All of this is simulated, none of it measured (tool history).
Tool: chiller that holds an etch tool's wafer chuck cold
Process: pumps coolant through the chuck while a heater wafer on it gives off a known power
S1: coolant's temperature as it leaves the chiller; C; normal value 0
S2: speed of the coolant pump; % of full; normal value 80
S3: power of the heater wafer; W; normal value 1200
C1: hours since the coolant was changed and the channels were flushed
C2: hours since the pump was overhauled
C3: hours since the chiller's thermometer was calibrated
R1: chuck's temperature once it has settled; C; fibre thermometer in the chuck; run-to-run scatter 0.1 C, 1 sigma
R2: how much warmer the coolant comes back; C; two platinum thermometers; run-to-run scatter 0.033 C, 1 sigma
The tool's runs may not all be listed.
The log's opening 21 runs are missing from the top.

run	hour	S1	S2	S3	C1	C2	C3	R1	R2
22	554.8	-3	78	1749	2486	670	338	17.6	7.28
23	578.7	-3	65	1749	2510	694	362	20.2	9
24	594.7	8	65	1749	2526	710	378	31.3	8.98
25	620.8	8	65	1749	2552	736	404	31.3	8.92
26	657.2	8	86	809	2588	773	440	16.8	2.99
27	690.2	4	85	1337	2621	806	473	18.9	5.05
28	717.1	4	98	1337	2648	833	500	17.6	4.3
29	747.4	4	98	1337	2679	863	530	17.6	4.36
30	781.5	4	98	1337	2713	897	565	17.6	4.32
31	812.5	4	98	1337	2744	928	596	17.5	4.3

Predict each of these 4 candidate next runs independently; none follows another, all start after run 31:
A	830.3	-3	98	1337	2761	946	613	?	?
B	830.3	0	94	1549	2761	946	613	?	?
C	830.3	0	80	601	2761	946	613	?	?
D	830.3	-9	66	1309	2761	946	613	?	?

run	R1	R2
A	10.6	4.36
B	16.2	5.24
C	7.1	2.41
D	8.4	6.52
What these runs would have given with no unlogged condition in the tool:
run	R1	R2
A	9.3	4.33
B	14.7	5.2
C	6.5	2.39
D	6.8	6.47
